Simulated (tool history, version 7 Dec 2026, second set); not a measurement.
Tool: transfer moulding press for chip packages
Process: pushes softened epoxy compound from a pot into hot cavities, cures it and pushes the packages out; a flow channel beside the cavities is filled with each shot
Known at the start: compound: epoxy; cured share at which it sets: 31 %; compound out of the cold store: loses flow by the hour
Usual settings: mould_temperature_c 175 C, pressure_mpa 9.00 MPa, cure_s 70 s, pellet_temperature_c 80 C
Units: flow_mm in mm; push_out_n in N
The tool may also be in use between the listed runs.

run     day  mould_temperature_c  pressure_mpa  cure_s  pellet_temperature_c  incoming compound's hours out of the cold store  flow_mm  push_out_n
  1   0.000                  175          9.00      70                    80                                             21.8      559         429
  2   0.304                  175          9.00      70                    80                                             33.1      512         440
  3   0.783                  175          9.00      70                    80                                             40.2      489         503
  4   1.142                  175          9.87      70                    80                                             26.4      562         558
  5   1.467                  175          9.87      70                    80                                             42.8      506         547
  6   1.700                  175          9.00      70                    80                                             32.0      517         565
      1.942  -- cavities cleaned with cleaning compound and waxed
  7   2.175                  175          9.00      70                    80                                             47.4      463         376
  8   2.525                  175          9.00      70                    80                                             46.2      468         428
  9   2.917                  175          9.00      70                    80                                             33.6      508         488
 10   3.196                  175          9.00      70                    80                                             34.7      503         520
 11   3.683                  175          9.00      70                    80                                             32.0      510         547
      4.108  -- cavities cleaned with cleaning compound and waxed
 12   4.129                  175          9.00      70                    80                                             43.4      475         349
 13   4.642                  175          9.00      70                    80                                             12.3      585         466
 14   5.138                  175          9.00      70                    80                                             37.9      491         490
 15   5.446                  176          8.51      88                    78                                             43.2      459         331
 16   5.875                  175          9.00     104                    80                                             34.2      498         336
 17   6.188                  175          9.00     104                    80                                             39.6      480         355
      6.296  -- cavities cleaned with cleaning compound and waxed
 18   6.608                  175          8.92      57                    83                                             29.8      511         713
 19   7.100                  173          9.00      70                    80                                             21.9      547         580
 20   7.538                  167         10.92      91                    89                                             29.2      579         481
 21   7.867                  170          9.00      70                    80                                             47.4      462         700
 22   8.346                  172         10.40      52                    72                                             44.7      499        1280
      8.450  -- cavities cleaned with cleaning compound and waxed
 23   8.696                  175          9.00      71                    85                                             37.7      479         376
      8.854  -- plunger's sealing rings changed
 24   9.054                  175          9.00      71                    85                                              8.0      614         457
 25   9.558                  175          9.00      56                    74                                             17.3      574         955
 26  10.054                  175          9.00      56                    74                                             24.2      547         991
 27  10.517                  175          9.00      54                    84                                             44.5      477         983
     10.729  -- cavities cleaned with cleaning compound and waxed
 28  10.933                  175          9.38      97                    80                                             43.6      486         241

3 ways to go on from here, each from the tool as it stands after run 28. What would each give?
  A  11.367                  175          7.81      82                    85                                             43.0        ?           ?
  B  11.367                  182         10.48      70                    80                                             21.8        ?           ?
  C  11.367                  169          9.38      97                    73                                             30.7        ?           ?

run  flow_mm  push_out_n
  A      447         313
  B      586         319
  C      547         337
Without the tool's hidden state the same runs would have given:
run  flow_mm  push_out_n
  A      452         247
  B      593         251
  C      554         265

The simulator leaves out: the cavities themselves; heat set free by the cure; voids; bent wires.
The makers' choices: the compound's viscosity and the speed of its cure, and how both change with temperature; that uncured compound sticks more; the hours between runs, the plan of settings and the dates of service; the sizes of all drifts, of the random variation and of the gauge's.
